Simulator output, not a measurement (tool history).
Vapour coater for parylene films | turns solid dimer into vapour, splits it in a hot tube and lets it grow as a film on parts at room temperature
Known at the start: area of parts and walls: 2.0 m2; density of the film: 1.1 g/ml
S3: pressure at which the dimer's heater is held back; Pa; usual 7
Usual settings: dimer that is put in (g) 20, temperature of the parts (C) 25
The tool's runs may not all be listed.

{"run": 1, "day": 0.0, "dimer that is put in (g)": 20, "temperature of the parts (C)": 25, "S3": 7, "thickness of the film (um)": 5.333}
{"run": 2, "day": 0.633, "dimer that is put in (g)": 20, "temperature of the parts (C)": 25, "S3": 4.93, "thickness of the film (um)": 5.694}
{"run": 3, "day": 1.471, "dimer that is put in (g)": 20, "temperature of the parts (C)": 25, "S3": 4.93, "thickness of the film (um)": 5.684}
{"run": 4, "day": 1.858, "dimer that is put in (g)": 20, "temperature of the parts (C)": 25, "S3": 4.93, "thickness of the film (um)": 5.687}
{"run": 5, "day": 2.65, "dimer that is put in (g)": 20, "temperature of the parts (C)": 25, "S3": 7, "thickness of the film (um)": 5.313}
{"run": 6, "day": 3.296, "dimer that is put in (g)": 20, "temperature of the parts (C)": 25, "S3": 7, "thickness of the film (um)": 5.319}
{"run": 7, "day": 3.704, "dimer that is put in (g)": 20, "temperature of the parts (C)": 25, "S3": 7, "thickness of the film (um)": 5.323}
{"run": 8, "day": 4.096, "dimer that is put in (g)": 20, "temperature of the parts (C)": 25, "S3": 7, "thickness of the film (um)": 5.312}
{"run": 9, "day": 4.821, "dimer that is put in (g)": 20, "temperature of the parts (C)": 25, "S3": 7, "thickness of the film (um)": 5.328}
{"run": 10, "day": 5.375, "dimer that is put in (g)": 20, "temperature of the parts (C)": 25, "S3": 7, "thickness of the film (um)": 5.3}
{"run": 11, "day": 6.071, "dimer that is put in (g)": 20, "temperature of the parts (C)": 25, "S3": 7, "thickness of the film (um)": 5.295}
{"run": 12, "day": 6.825, "dimer that is put in (g)": 20, "temperature of the parts (C)": 25, "S3": 8.74, "thickness of the film (um)": 5.087}
{"run": 13, "day": 7.258, "dimer that is put in (g)": 20, "temperature of the parts (C)": 25, "S3": 8.74, "thickness of the film (um)": 5.09}
{"run": 14, "day": 8.0, "dimer that is put in (g)": 20, "temperature of the parts (C)": 25, "S3": 8.74, "thickness of the film (um)": 5.097}
{"run": 15, "day": 8.929, "dimer that is put in (g)": 20, "temperature of the parts (C)": 25, "S3": 8.74, "thickness of the film (um)": 5.068}
{"run": 16, "day": 9.383, "dimer that is put in (g)": 20, "temperature of the parts (C)": 25, "S3": 7, "thickness of the film (um)": 5.299}
{"run": 17, "day": 10.242, "dimer that is put in (g)": 20, "temperature of the parts (C)": 25, "S3": 7, "thickness of the film (um)": 5.279}
{"run": 18, "day": 11.125, "dimer that is put in (g)": 17, "temperature of the parts (C)": 25, "S3": 7, "thickness of the film (um)": 4.479}
{"day": 12.079, "done": "trap's valve overhauled"}
{"run": 19, "day": 12.171, "dimer that is put in (g)": 11, "temperature of the parts (C)": 25, "S3": 7, "thickness of the film (um)": 3.028}
{"run": 20, "day": 12.996, "dimer that is put in (g)": 11, "temperature of the parts (C)": 25, "S3": 7, "thickness of the film (um)": 3.032}
{"run": 21, "day": 13.75, "dimer that is put in (g)": 11, "temperature of the parts (C)": 25, "S3": 7, "thickness of the film (um)": 3.031}
{"run": 22, "day": 14.229, "dimer that is put in (g)": 11, "temperature of the parts (C)": 25, "S3": 7, "thickness of the film (um)": 3.026}
{"run": 23, "day": 14.992, "dimer that is put in (g)": 11, "temperature of the parts (C)": 25, "S3": 7, "thickness of the film (um)": 3.032}
{"run": 24, "day": 15.571, "dimer that is put in (g)": 11, "temperature of the parts (C)": 25, "S3": 7, "thickness of the film (um)": 3.03}
{"run": 25, "day": 16.429, "dimer that is put in (g)": 11, "temperature of the parts (C)": 25, "S3": 7, "thickness of the film (um)": 3.023}
{"run": 26, "day": 16.954, "dimer that is put in (g)": 11, "temperature of the parts (C)": 25, "S3": 7, "thickness of the film (um)": 3.03}
{"run": 27, "day": 17.762, "dimer that is put in (g)": 30, "temperature of the parts (C)": 32, "S3": 2.96, "thickness of the film (um)": 7.253}
{"run": 28, "day": 18.154, "dimer that is put in (g)": 22, "temperature of the parts (C)": 28, "S3": 2.96, "thickness of the film (um)": 6.262}
{"run": 29, "day": 18.942, "dimer that is put in (g)": 34, "temperature of the parts (C)": 25, "S3": 11.9, "thickness of the film (um)": 8.464}
{"run": 30, "day": 19.375, "dimer that is put in (g)": 34, "temperature of the parts (C)": 25, "S3": 11.9, "thickness of the film (um)": 8.438}
{"run": 31, "day": 20.262, "dimer that is put in (g)": 34, "temperature of the parts (C)": 25, "S3": 11.9, "thickness of the film (um)": 8.429}
{"run": 32, "day": 20.775, "dimer that is put in (g)": 20, "temperature of the parts (C)": 17, "S3": 11.66, "thickness of the film (um)": 6.879}
{"run": 33, "day": 21.392, "dimer that is put in (g)": 18, "temperature of the parts (C)": 25, "S3": 2.1, "thickness of the film (um)": 6.144}
{"run": 34, "day": 22.171, "dimer that is put in (g)": 18, "temperature of the parts (C)": 25, "S3": 2.1, "thickness of the film (um)": 6.118}
{"run": 35, "day": 23.075, "dimer that is put in (g)": 18, "temperature of the parts (C)": 29, "S3": 2.1, "thickness of the film (um)": 5.205}
{"run": 36, "day": 23.558, "dimer that is put in (g)": 13, "temperature of the parts (C)": 29, "S3": 7, "thickness of the film (um)": 3.017}
{"run": 37, "day": 24.096, "dimer that is put in (g)": 10, "temperature of the parts (C)": 21, "S3": 4.25, "thickness of the film (um)": 3.526}
{"run": 38, "day": 24.825, "dimer that is put in (g)": 20, "temperature of the parts (C)": 25, "S3": 6.32, "thickness of the film (um)": 5.533}
{"run": 39, "day": 25.608, "dimer that is put in (g)": 20, "temperature of the parts (C)": 25, "S3": 6.32, "thickness of the film (um)": 5.565}
{"run": 40, "day": 26.25, "dimer that is put in (g)": 14, "temperature of the parts (C)": 31, "S3": 3.69, "thickness of the film (um)": 3.351}
{"run": 41, "day": 26.767, "dimer that is put in (g)": 14, "temperature of the parts (C)": 31, "S3": 3.69, "thickness of the film (um)": 3.355}
{"run": 42, "day": 27.283, "dimer that is put in (g)": 15, "temperature of the parts (C)": 21, "S3": 5.47, "thickness of the film (um)": 5.007}
{"run": 43, "day": 28.146, "dimer that is put in (g)": 15, "temperature of the parts (C)": 21, "S3": 5.47, "thickness of the film (um)": 5.029}
{"run": 44, "day": 28.546, "dimer that is put in (g)": 15, "temperature of the parts (C)": 21, "S3": 5.47, "thickness of the film (um)": 4.993}
{"run": 45, "day": 29.346, "dimer that is put in (g)": 15, "temperature of the parts (C)": 27, "S3": 2.31, "thickness of the film (um)": 4.606}
{"run": 46, "day": 30.096, "dimer that is put in (g)": 15, "temperature of the parts (C)": 27, "S3": 2.31, "thickness of the film (um)": 4.591}

Some steps in thickness of the film (um) between neighbouring runs. How much of each would the tool show without its hidden state too (settings, what came in, random variation), and how much is left for the hidden state, with any gauge scatter that isn't in both results?
The hidden state here: vapour lost through the trap's worn valve, %; true temperature of the parts over the reading, C; drift of the gauge itself on film_um, %.
Run 17 -> 18: dimer that is put in (g) 20 -> 17. thickness of the film (um) -0.8: hidden state +0.03, all else -0.83.
Run 18 -> 19: dimer that is put in (g) 17 -> 11, trap's valve overhauled. thickness of the film (um) -1.451: hidden state +0.206, all else -1.657.
Run 26 -> 27: dimer that is put in (g) 11 -> 30, temperature of the parts (C) 25 -> 32, S3 7 -> 2.96. thickness of the film (um) +4.223: hidden state -0.019, all else +4.242.
Run 28 -> 29: dimer that is put in (g) 22 -> 34, temperature of the parts (C) 28 -> 25, S3 2.96 -> 11.9. thickness of the film (um) +2.202: hidden state -0.016, all else +2.218.
Run 37 -> 38: dimer that is put in (g) 10 -> 20, temperature of the parts (C) 21 -> 25, S3 4.25 -> 6.32. thickness of the film (um) +2.007: hidden state -0.026, all else +2.033.
Run 39 -> 40: dimer that is put in (g) 20 -> 14, temperature of the parts (C) 25 -> 31, S3 6.32 -> 3.69. thickness of the film (um) -2.214: hidden state +0.025, all else -2.239.
